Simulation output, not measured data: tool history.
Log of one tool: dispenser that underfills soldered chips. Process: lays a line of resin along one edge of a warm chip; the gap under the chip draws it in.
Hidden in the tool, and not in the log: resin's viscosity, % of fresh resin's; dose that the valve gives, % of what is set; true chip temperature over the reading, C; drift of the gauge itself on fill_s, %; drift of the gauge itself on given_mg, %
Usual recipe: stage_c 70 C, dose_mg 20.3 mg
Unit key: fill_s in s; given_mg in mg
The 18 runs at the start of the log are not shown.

| run | hour | stage_c | dose_mg | hours of work since the syringe was changed | hours of work since the valve was cleaned | hours of work since the stage was calibrated | fill_s | given_mg |
|---|---|---|---|---|---|---|---|---|
|  | 194.2 | new syringe of resin |
| 19 | 203.1 | 59 | 22.8 | 6 | 15 | 271 | 1155.0 | 22.72 |
|  | 206.1 | new syringe of resin |
| 20 | 215.5 | 61 | 26.1 | 7 | 23 | 279 | 1058.7 | 25.89 |
|  | 217.0 | new syringe of resin |
|  | 228.4 | new syringe of resin |
| 21 | 231.4 | 81 | 19.9 | 2 | 34 | 290 | 274.3 | 19.75 |
|  | 240.0 | new syringe of resin |
| 22 | 244.4 | 56 | 20.3 | 3 | 43 | 299 | 1046.8 | 19.84 |
|  | 251.6 | new syringe of resin |
| 23 | 259.3 | 82 | 18.2 | 5 | 53 | 309 | 352.1 | 17.81 |
|  | 263.3 | new syringe of resin |
| 24 | 269.2 | 66 | 21.6 | 4 | 60 | 316 | 678.2 | 21.07 |
|  | 274.9 | new syringe of resin |
| 25 | 282.4 | 64 | 20.3 | 5 | 69 | 325 | 842.1 | 19.67 |
|  | 286.0 | new syringe of resin |
| 26 | 296.0 | 64 | 20.3 | 7 | 78 | 334 | 974.5 | 19.61 |
|  | 297.7 | new syringe of resin |
| 27 | 307.5 | 77 | 25.0 | 7 | 86 | 342 | 496.6 | 24.06 |
|  | 309.3 | new syringe of resin |
| 28 | 318.8 | 61 | 20.6 | 7 | 94 | 350 | 1126.2 | 19.77 |
|  | 320.3 | new syringe of resin |
|  | 322.1 | dispensing valve cleaned and set on the balance |
|  | 333.2 | new syringe of resin |
| 29 | 335.7 | 61 | 20.6 | 2 | 9 | 361 | 722.9 | 20.42 |
|  | 345.0 | new syringe of resin |
| 30 | 346.2 | 68 | 24.0 | 1 | 16 | 368 | 450.7 | 23.77 |
|  | 357.0 | new syringe of resin |
| 31 | 357.3 | 70 | 21.1 | 0 | 24 | 375 | 394.5 | 20.80 |

What if the next run were any one of these 3? Each begins from the tool's condition after run 31:
|  | 368.4 | new syringe of resin |
| A | 371.7 | 69 | 22.2 | 2 | 34 | 385 | ? | ? |
|  | 368.4 | new syringe of resin |
| B | 371.7 | 83 | 19.2 | 2 | 34 | 385 | ? | ? |
|  | 368.4 | new syringe of resin |
| C | 371.7 | 83 | 21.1 | 2 | 34 | 385 | ? | ? |

| run | fill_s | given_mg |
|---|---|---|
| A | 506.8 | 21.84 |
| B | 257.4 | 18.98 |
| C | 257.7 | 20.88 |
Take away the tool's hidden state, keep each run's random variation, and the runs would have read:
| run | fill_s | given_mg |
|---|---|---|
| A | 384.2 | 22.16 |
| B | 195.9 | 19.26 |
| C | 196.3 | 21.19 |
